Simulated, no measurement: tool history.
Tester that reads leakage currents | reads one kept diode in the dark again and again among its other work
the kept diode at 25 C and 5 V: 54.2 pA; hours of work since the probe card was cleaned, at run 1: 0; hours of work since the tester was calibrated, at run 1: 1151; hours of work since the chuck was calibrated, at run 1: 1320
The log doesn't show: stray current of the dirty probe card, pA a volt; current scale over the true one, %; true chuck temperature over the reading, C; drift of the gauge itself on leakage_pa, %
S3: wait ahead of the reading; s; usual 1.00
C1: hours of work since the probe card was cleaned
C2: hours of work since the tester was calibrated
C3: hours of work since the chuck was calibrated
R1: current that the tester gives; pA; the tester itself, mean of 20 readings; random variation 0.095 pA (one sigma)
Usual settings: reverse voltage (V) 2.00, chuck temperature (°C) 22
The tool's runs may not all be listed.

run 1 hour=0.0 | reverse_voltage_(V)=2.00 chuck_temperature_(°C)=22 S3=1.00 | C1=0 C2=1151 C3=1320 | R1=25.77
run 2 hour=231.0 | reverse_voltage_(V)=2.00 chuck_temperature_(°C)=47 S3=1.00 | C1=107 C2=1258 C3=1427 | R1=182.18
run 3 hour=450.0 | reverse_voltage_(V)=2.00 chuck_temperature_(°C)=47 S3=1.00 | C1=208 C2=1359 C3=1528 | R1=181.34
run 4 hour=673.2 | reverse_voltage_(V)=2.00 chuck_temperature_(°C)=47 S3=1.00 | C1=312 C2=1463 C3=1632 | R1=181.89
-- hour=903.5 chuck's temperature calibrated
run 5 hour=903.5 | reverse_voltage_(V)=2.00 chuck_temperature_(°C)=47 S3=1.00 | C1=417 C2=1569 C3=0 | R1=179.31
run 6 hour=1169.7 | reverse_voltage_(V)=2.00 chuck_temperature_(°C)=47 S3=1.00 | C1=541 C2=1692 C3=123 | R1=180.13
run 7 hour=1326.8 | reverse_voltage_(V)=2.00 chuck_temperature_(°C)=37 S3=1.00 | C1=613 C2=1765 C3=196 | R1=85.34
run 8 hour=1443.2 | reverse_voltage_(V)=2.00 chuck_temperature_(°C)=31 S3=1.00 | C1=667 C2=1818 C3=250 | R1=54.16
run 9 hour=1673.1 | reverse_voltage_(V)=2.00 chuck_temperature_(°C)=31 S3=1.00 | C1=774 C2=1925 C3=356 | R1=54.35
run 10 hour=1816.3 | reverse_voltage_(V)=2.00 chuck_temperature_(°C)=31 S3=1.00 | C1=840 C2=1991 C3=423 | R1=53.85
-- hour=1957.7 chuck's temperature calibrated, once more
run 11 hour=2026.7 | reverse_voltage_(V)=2.00 chuck_temperature_(°C)=31 S3=1.00 | C1=937 C2=2088 C3=32 | R1=58.70
run 12 hour=2290.4 | reverse_voltage_(V)=2.00 chuck_temperature_(°C)=31 S3=1.00 | C1=1059 C2=2210 C3=154 | R1=58.62
run 13 hour=2530.3 | reverse_voltage_(V)=2.00 chuck_temperature_(°C)=31 S3=1.00 | C1=1170 C2=2321 C3=265 | R1=58.49
run 14 hour=2749.0 | reverse_voltage_(V)=2.00 chuck_temperature_(°C)=31 S3=1.00 | C1=1271 C2=2422 C3=366 | R1=59.11
run 15 hour=3004.0 | reverse_voltage_(V)=2.00 chuck_temperature_(°C)=31 S3=1.00 | C1=1389 C2=2540 C3=484 | R1=59.11
run 16 hour=3178.6 | reverse_voltage_(V)=2.00 chuck_temperature_(°C)=31 S3=1.00 | C1=1470 C2=2621 C3=565 | R1=59.07
run 17 hour=3431.6 | reverse_voltage_(V)=5.09 chuck_temperature_(°C)=43 S3=0.59 | C1=1587 C2=2738 C3=682 | R1=233.30
-- hour=3468.5 probe card cleaned and baked
run 18 hour=3615.4 | reverse_voltage_(V)=5.09 chuck_temperature_(°C)=43 S3=0.59 | C1=68 C2=2822 C3=766 | R1=221.56
run 19 hour=3876.7 | reverse_voltage_(V)=5.09 chuck_temperature_(°C)=43 S3=0.59 | C1=189 C2=2943 C3=887 | R1=221.35
run 20 hour=4052.2 | reverse_voltage_(V)=2.00 chuck_temperature_(°C)=51 S3=1.00 | C1=270 C2=3024 C3=968 | R1=246.43
run 21 hour=4248.7 | reverse_voltage_(V)=12.72 chuck_temperature_(°C)=25 S3=1.00 | C1=361 C2=3115 C3=1059 | R1=91.29
run 22 hour=4378.3 | reverse_voltage_(V)=2.00 chuck_temperature_(°C)=22 S3=1.09 | C1=421 C2=3175 C3=1119 | R1=26.82
run 23 hour=4574.7 | reverse_voltage_(V)=2.00 chuck_temperature_(°C)=22 S3=0.59 | C1=512 C2=3266 C3=1210 | R1=27.39
run 24 hour=4717.9 | reverse_voltage_(V)=12.30 chuck_temperature_(°C)=24 S3=1.00 | C1=579 C2=3332 C3=1277 | R1=86.27
run 25 hour=4935.6 | reverse_voltage_(V)=12.30 chuck_temperature_(°C)=24 S3=1.00 | C1=679 C2=3433 C3=1377 | R1=87.75
run 26 hour=5173.2 | reverse_voltage_(V)=1.28 chuck_temperature_(°C)=56 S3=1.00 | C1=789 C2=3543 C3=1488 | R1=275.37
run 27 hour=5344.6 | reverse_voltage_(V)=1.28 chuck_temperature_(°C)=56 S3=1.00 | C1=869 C2=3623 C3=1567 | R1=274.36
run 28 hour=5494.6 | reverse_voltage_(V)=1.28 chuck_temperature_(°C)=31 S3=1.00 | C1=938 C2=3692 C3=1636 | R1=44.01
run 29 hour=5626.1 | reverse_voltage_(V)=1.58 chuck_temperature_(°C)=22 S3=0.33 | C1=999 C2=3753 C3=1697 | R1=25.20
-- hour=5644.1 tester calibrated
-- hour=5714.8 chuck's temperature calibrated
run 30 hour=5823.4 | reverse_voltage_(V)=1.58 chuck_temperature_(°C)=22 S3=0.33 | C1=1089 C2=82 C3=50 | R1=27.28

Some steps in R1 between neighbouring runs. How much of each would the tool show without its hidden state too (settings, what came in, random variation), and how much is left for the hidden state, with any gauge scatter that isn't in both results?
Run 16 -> 17: reverse voltage (V) 2.00 -> 5.09, chuck temperature (°C) 31 -> 43, S3 1.00 -> 0.59. R1 +174.23 pA: hidden state +1.65, all else +172.58.
Run 20 -> 21: reverse voltage (V) 2.00 -> 12.72, chuck temperature (°C) 51 -> 25. R1 -155.14 pA: hidden state +11.63, all else -166.77.
Run 25 -> 26: reverse voltage (V) 12.30 -> 1.28, chuck temperature (°C) 24 -> 56. R1 +187.62 pA: hidden state -20.88, all else +208.50.
Run 27 -> 28: chuck temperature (°C) 56 -> 31. R1 -230.35 pA: hidden state +13.09, all else -243.44.
